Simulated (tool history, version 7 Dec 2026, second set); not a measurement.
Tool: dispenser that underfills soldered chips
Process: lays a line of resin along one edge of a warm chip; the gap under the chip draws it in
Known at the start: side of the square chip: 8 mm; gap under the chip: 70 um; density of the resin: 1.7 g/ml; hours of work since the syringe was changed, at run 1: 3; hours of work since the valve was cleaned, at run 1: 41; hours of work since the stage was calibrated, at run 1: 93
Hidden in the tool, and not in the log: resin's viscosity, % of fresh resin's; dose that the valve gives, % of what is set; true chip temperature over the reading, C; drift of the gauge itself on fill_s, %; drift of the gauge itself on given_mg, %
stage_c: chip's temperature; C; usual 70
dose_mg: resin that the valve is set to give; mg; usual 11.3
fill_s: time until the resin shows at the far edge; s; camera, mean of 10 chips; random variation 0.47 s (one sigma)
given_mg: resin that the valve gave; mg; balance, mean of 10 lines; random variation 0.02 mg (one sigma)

| run | day | stage_c | dose_mg | hours of work since the syringe was changed | hours of work since the valve was cleaned | hours of work since the stage was calibrated | fill_s | given_mg |
|---|---|---|---|---|---|---|---|---|
| 1 | 0 | 70 | 11.3 | 3 | 41 | 93 | 43.5 | 11.03 |
|  | 0.275 | new syringe of resin |
| 2 | 0.458 | 70 | 11.3 | 3 | 49 | 101 | 43.7 | 10.91 |
|  | 0.55 | dispensing valve cleaned and set on the balance |
|  | 0.746 | new syringe of resin |
| 3 | 0.896 | 70 | 11.3 | 3 | 6 | 108 | 42.7 | 11.24 |
|  | 1.175 | new syringe of resin |
| 4 | 1.379 | 61 | 11.3 | 4 | 14 | 116 | 61.3 | 11.16 |
|  | 1.604 | new syringe of resin |
| 5 | 1.908 | 61 | 11.3 | 5 | 24 | 126 | 65.1 | 11.1 |
|  | 2.025 | new syringe of resin |
| 6 | 2.338 | 61 | 11.3 | 6 | 31 | 133 | 65.4 | 11.04 |
|  | 2.438 | new syringe of resin |
| 7 | 2.8 | 61 | 11.3 | 7 | 39 | 141 | 70 | 11 |
|  | 2.867 | new syringe of resin |
| 8 | 3.154 | 61 | 11.3 | 5 | 45 | 147 | 64.6 | 10.96 |
|  | 3.271 | new syringe of resin |
|  | 3.462 | dispensing valve cleaned and set on the balance |
| 9 | 3.608 | 70 | 14 | 5 | 3 | 154 | 46.9 | 14.06 |
|  | 3.742 | new syringe of resin |
|  | 4.142 | new syringe of resin |
| 10 | 4.15 | 70 | 14 | 0 | 12 | 164 | 38.4 | 13.91 |
|  | 4.571 | new syringe of resin |
| 11 | 4.65 | 70 | 14 | 1 | 21 | 172 | 39.2 | 13.89 |
|  | 4.971 | new syringe of resin |
| 12 | 5.262 | 70 | 14 | 5 | 31 | 183 | 46.5 | 13.77 |
|  | 5.375 | new syringe of resin |
| 13 | 5.688 | 70 | 9.9 | 6 | 39 | 191 | 50.9 | 9.68 |
|  | 5.825 | new syringe of resin |
| 14 | 6.021 | 70 | 10 | 3 | 44 | 196 | 44.8 | 9.71 |
|  | 6.225 | new syringe of resin |
|  | 6.375 | dispensing valve cleaned and set on the balance |
|  | 6.688 | new syringe of resin |
| 15 | 6.688 | 70 | 10 | 0 | 5 | 207 | 38 | 9.98 |
|  | 7.117 | new syringe of resin |
| 16 | 7.225 | 70 | 11.3 | 2 | 15 | 216 | 41.7 | 11.2 |
|  | 7.546 | new syringe of resin |
| 17 | 7.7 | 70 | 11.3 | 3 | 23 | 225 | 43 | 11.12 |
|  | 7.971 | new syringe of resin |
| 18 | 8.038 | 70 | 11.3 | 1 | 29 | 230 | 39.7 | 11.09 |
|  | 8.375 | new syringe of resin |
| 19 | 8.425 | 63 | 9.8 | 1 | 36 | 237 | 51.3 | 9.57 |
| 20 | 8.725 | 63 | 9.8 | 6 | 41 | 243 | 68.3 | 9.55 |
|  | 8.783 | new syringe of resin |
|  | 9.188 | new syringe of resin |
| 21 | 9.188 | 82 | 11.5 | 0 | 49 | 250 | 26.8 | 11.16 |
|  | 9.329 | dispensing valve cleaned and set on the balance |
| 22 | 9.533 | 64 | 11.5 | 5 | 4 | 256 | 60 | 11.45 |
|  | 9.646 | new syringe of resin |
| 23 | 9.996 | 64 | 10.7 | 6 | 12 | 264 | 64.7 | 10.61 |
|  | 10.058 | new syringe of resin |
|  | 10.458 | new syringe of resin |
| 24 | 10.55 | 64 | 10.7 | 2 | 21 | 273 | 50 | 10.53 |
|  | 10.867 | new syringe of resin |
| 25 | 11.2 | 63 | 10.8 | 6 | 33 | 285 | 65.5 | 10.56 |
|  | 11.275 | new syringe of resin |
| 26 | 11.471 | 78 | 10.3 | 3 | 37 | 289 | 34.4 | 10.03 |
|  | 11.704 | new syringe of resin |
| 27 | 11.983 | 59 | 10 | 5 | 46 | 298 | 74.3 | 9.69 |
|  | 12.104 | new syringe of resin |
|  | 12.262 | dispensing valve cleaned and set on the balance |
| 28 | 12.388 | 74 | 10.1 | 4 | 2 | 305 | 41.7 | 10.09 |
|  | 12.558 | new syringe of resin |
| 29 | 12.742 | 74 | 10.1 | 3 | 8 | 311 | 39.9 | 10.07 |
|  | 12.996 | new syringe of resin |
| 30 | 13.212 | 65 | 9.7 | 4 | 17 | 319 | 56.4 | 9.56 |
|  | 13.4 | new syringe of resin |
|  | 13.758 | stage's temperature calibrated |
| 31 | 13.817 | 57 | 11.5 | 7 | 26 | 1 | 77.9 | 11.3 |
|  | 13.867 | new syringe of resin |
|  | 14.288 | new syringe of resin |
| 32 | 14.458 | 65 | 10.1 | 3 | 38 | 12 | 51.8 | 9.84 |
|  | 14.733 | new syringe of resin |
| 33 | 15.021 | 78 | 9.8 | 5 | 47 | 22 | 38.8 | 9.46 |
|  | 15.146 | new syringe of resin |
|  | 15.229 | dispensing valve cleaned and set on the balance |
| 34 | 15.529 | 78 | 9.8 | 6 | 5 | 30 | 40.2 | 9.8 |
|  | 15.604 | new syringe of resin |
|  | 16.021 | new syringe of resin |
| 35 | 16.15 | 78 | 9.8 | 2 | 16 | 41 | 32.3 | 9.74 |

Some steps in fill_s between neighbouring runs. How much of each would the tool show without its hidden state too (settings, what came in, random variation), and how much is left for the hidden state, with any gauge scatter that isn't in both results?
Run 19 -> 20: no setting changed, nothing entered. fill_s +17 s: hidden state +16.1, all else +0.9.
Run 20 -> 21: stage_c 63 -> 82, dose_mg 9.8 -> 11.5, new syringe of resin, new syringe of resin. fill_s -41.5 s: hidden state -18.1, all else -23.4.
Run 21 -> 22: stage_c 82 -> 64, dispensing valve cleaned and set on the balance. fill_s +33.2 s: hidden state +14.9, all else +18.3.
Run 26 -> 27: stage_c 78 -> 59, dose_mg 10.3 -> 10, new syringe of resin. fill_s +39.9 s: hidden state +13.9, all else +26.
